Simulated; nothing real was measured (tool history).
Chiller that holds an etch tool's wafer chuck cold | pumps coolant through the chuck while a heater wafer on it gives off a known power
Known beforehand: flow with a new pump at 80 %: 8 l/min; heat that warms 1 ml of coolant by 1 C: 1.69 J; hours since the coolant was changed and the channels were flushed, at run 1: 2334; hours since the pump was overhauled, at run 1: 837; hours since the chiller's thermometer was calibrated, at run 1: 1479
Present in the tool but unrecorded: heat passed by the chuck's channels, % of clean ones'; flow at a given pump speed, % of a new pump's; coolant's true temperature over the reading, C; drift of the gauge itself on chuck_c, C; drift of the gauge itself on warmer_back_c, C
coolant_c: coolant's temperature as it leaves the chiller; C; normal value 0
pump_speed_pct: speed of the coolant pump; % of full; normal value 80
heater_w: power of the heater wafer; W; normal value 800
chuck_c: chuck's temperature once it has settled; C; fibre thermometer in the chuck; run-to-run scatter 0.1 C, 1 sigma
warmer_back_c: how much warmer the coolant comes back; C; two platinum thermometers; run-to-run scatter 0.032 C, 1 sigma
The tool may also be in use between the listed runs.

| run | day | coolant_c | pump_speed_pct | heater_w | hours since the coolant was changed and the channels were flushed | hours since the pump was overhauled | hours since the chiller's thermometer was calibrated | chuck_c | warmer_back_c |
|---|---|---|---|---|---|---|---|---|---|
| 1 | 0 | 0 | 80 | 800 | 2334 | 837 | 1479 | 6.4 | 3.54 |
| 2 | 1.596 | 0 | 80 | 800 | 2373 | 875 | 1517 | 6.2 | 3.57 |
| 3 | 3.492 | 0 | 80 | 800 | 2418 | 921 | 1562 | 6.6 | 3.57 |
| 4 | 6.45 | 4 | 80 | 800 | 2489 | 992 | 1633 | 10.5 | 3.66 |
| 5 | 8.571 | 0 | 80 | 800 | 2540 | 1043 | 1684 | 6.2 | 3.66 |
| 6 | 11.329 | 0 | 67 | 800 | 2606 | 1109 | 1750 | 7.2 | 4.31 |
| 7 | 13.304 | 0 | 80 | 800 | 2654 | 1156 | 1798 | 6.5 | 3.62 |
| 8 | 15.025 | -7 | 80 | 800 | 2695 | 1197 | 1839 | -0.4 | 3.67 |
| 9 | 17.533 | -7 | 80 | 800 | 2755 | 1258 | 1899 | -0.7 | 3.71 |
| 10 | 20.812 | -7 | 80 | 800 | 2834 | 1336 | 1978 | -0.5 | 3.72 |
| 11 | 23.196 | -7 | 80 | 800 | 2891 | 1394 | 2035 | -0.6 | 3.69 |
| 12 | 26.496 | 0 | 76 | 800 | 2970 | 1473 | 2114 | 6.8 | 3.98 |
| 13 | 29.062 | 0 | 80 | 800 | 3032 | 1534 | 2176 | 6.4 | 3.79 |
| 14 | 30.625 | 0 | 80 | 800 | 3069 | 1572 | 2214 | 6.3 | 3.77 |
| 15 | 33.492 | 0 | 80 | 800 | 3138 | 1641 | 2282 | 6.2 | 3.82 |
|  | 35.892 | gauge calibrated |
| 16 | 36.667 | 0 | 80 | 556 | 3214 | 1717 | 2359 | 4.3 | 2.43 |
| 17 | 39.046 | 1 | 80 | 836 | 3271 | 1774 | 2416 | 7.7 | 3.73 |
| 18 | 40.896 | 1 | 72 | 1008 | 3316 | 1818 | 2460 | 9.8 | 4.93 |
| 19 | 42.867 | 0 | 85 | 699 | 3363 | 1866 | 2507 | 5.3 | 2.99 |
| 20 | 44.85 | 0 | 85 | 699 | 3411 | 1913 | 2555 | 5.4 | 3.01 |
|  | 46.204 | coolant changed, channels flushed |
| 21 | 48.254 | 2 | 98 | 648 | 49 | 1989 | 2631 | 6.5 | 2.42 |
| 22 | 50.412 | 1 | 86 | 748 | 101 | 2041 | 2682 | 6.7 | 3.2 |
| 23 | 53.638 | 0 | 80 | 464 | 178 | 2118 | 2760 | 3.6 | 2.19 |
| 24 | 56.092 | 0 | 80 | 464 | 237 | 2177 | 2819 | 3.8 | 2.3 |
| 25 | 58.946 | 0 | 80 | 464 | 306 | 2246 | 2887 | 3.7 | 2.26 |
| 26 | 60.404 | 0 | 80 | 464 | 341 | 2280 | 2922 | 3.7 | 2.22 |
| 27 | 62.379 | 0 | 76 | 464 | 388 | 2328 | 2970 | 3.9 | 2.38 |
| 28 | 64.433 | 5 | 80 | 484 | 437 | 2377 | 3019 | 8.9 | 2.37 |
| 29 | 67.475 | 5 | 80 | 484 | 510 | 2450 | 3092 | 8.8 | 2.4 |
|  | 70.338 | gauge calibrated |
| 30 | 70.521 | 0 | 80 | 928 | 584 | 2523 | 3165 | 7.5 | 4.17 |
| 31 | 73.021 | 5 | 82 | 469 | 644 | 2583 | 3225 | 8.5 | 2 |

Branching from run 31: 4 alternative next runs. What would each branch give?
| A | 75.912 | 7 | 83 | 800 | 713 | 2653 | 3294 | ? | ? |
| B | 75.912 | 5 | 96 | 876 | 713 | 2653 | 3294 | ? | ? |
| C | 75.912 | 2 | 75 | 437 | 713 | 2653 | 3294 | ? | ? |
| D | 75.912 | 5 | 82 | 897 | 713 | 2653 | 3294 | ? | ? |

| run | chuck_c | warmer_back_c |
|---|---|---|
| A | 13.2 | 3.44 |
| B | 10.9 | 3.31 |
| C | 5.7 | 2.12 |
| D | 12.2 | 3.97 |
With no hidden state in the tool, these same runs would have given:
| run | chuck_c | warmer_back_c |
|---|---|---|
| A | 13.2 | 3.39 |
| B | 10.9 | 3.26 |
| C | 5.7 | 2.07 |
| D | 12.1 | 3.91 |
